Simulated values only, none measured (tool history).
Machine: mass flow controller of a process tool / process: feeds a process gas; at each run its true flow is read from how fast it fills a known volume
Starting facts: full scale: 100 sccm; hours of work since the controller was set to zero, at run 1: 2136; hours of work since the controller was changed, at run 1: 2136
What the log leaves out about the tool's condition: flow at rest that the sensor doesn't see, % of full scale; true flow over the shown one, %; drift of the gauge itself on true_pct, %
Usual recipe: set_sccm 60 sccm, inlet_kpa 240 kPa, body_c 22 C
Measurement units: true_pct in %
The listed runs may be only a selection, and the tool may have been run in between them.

run,day,set_sccm,inlet_kpa,body_c,hours of work since the controller was set to zero,hours of work since the controller was changed,true_pct
1,0.000,60,240,22,2136,2136,99.53
2,6.025,60,240,22,2182,2182,99.65
3,10.358,60,240,22,2215,2215,99.58
4,14.817,60,163,22,2249,2249,99.72
5,18.608,60,163,22,2278,2278,99.83
6,26.700,60,163,22,2340,2340,99.76
7,35.242,60,163,22,2406,2406,99.70
8,41.500,60,163,22,2453,2453,99.81
9,46.421,60,240,22,2491,2491,99.73
10,52.408,60,240,22,2537,2537,99.70
11,61.096,60,240,22,2603,2603,99.67
12,64.771,60,240,22,2631,2631,99.58
13,69.979,60,240,22,2671,2671,99.67
14,74.496,60,240,22,2705,2705,99.67
15,79.558,60,240,22,2744,2744,99.55
16,83.358,60,240,22,2773,2773,99.76
17,88.525,60,145,22,2813,2813,99.91
18,95.525,60,145,22,2866,2866,100.06
19,99.171,60,157,22,2894,2894,99.91
20,103.283,60,157,29,2925,2925,99.28
21,111.225,60,157,24,2986,2986,99.78
22,119.333,60,157,24,3048,3048,99.86
23,126.150,60,157,24,3100,3100,99.81
24,134.508,60,157,24,3164,3164,99.87
25,140.246,60,157,24,3208,3208,99.75
26,146.833,60,157,24,3258,3258,99.76
# day 147.458: controller's zero set anew
27,153.462,10,186,24,46,3309,110.79
28,159.283,10,200,27,90,3353,110.73
# day 164.238: controller's zero set anew, once more
29,164.617,42,220,22,3,3394,97.71
30,170.146,42,220,22,45,3436,97.69
31,178.100,42,220,22,106,3497,97.87
32,182.671,42,220,22,141,3532,97.73
33,188.354,42,220,22,184,3575,97.75
34,196.775,97,257,23,249,3639,99.34
35,201.021,83,143,34,281,3672,98.24
36,208.554,26,277,38,339,3729,96.03
37,216.867,13,145,39,402,3793,96.47
38,223.962,13,145,39,456,3847,96.35
39,232.042,18,151,28,518,3909,97.37
40,239.671,59,155,33,576,3967,97.67
41,247.667,59,155,33,637,4028,97.75
42,252.633,59,244,33,675,4066,97.44
43,259.417,16,255,39,727,4118,96.54
44,267.442,33,155,39,788,4179,96.64
45,271.725,33,155,39,821,4212,96.73
46,275.392,18,202,29,849,4240,97.59
47,280.029,12,213,27,885,4275,98.12

What if the next run were any one of these 3? Each begins from the tool's condition after run 47:
A,284.204,29,213,30,917,4307,?
B,284.204,88,213,29,917,4307,?
C,284.204,90,200,29,917,4307,?

run,true_pct
A,97.32
B,98.72
C,98.72
With the hidden condition removed and each run's random variation left untouched, the same runs would have given:
run,true_pct
A,97.25
B,99.22
C,99.23

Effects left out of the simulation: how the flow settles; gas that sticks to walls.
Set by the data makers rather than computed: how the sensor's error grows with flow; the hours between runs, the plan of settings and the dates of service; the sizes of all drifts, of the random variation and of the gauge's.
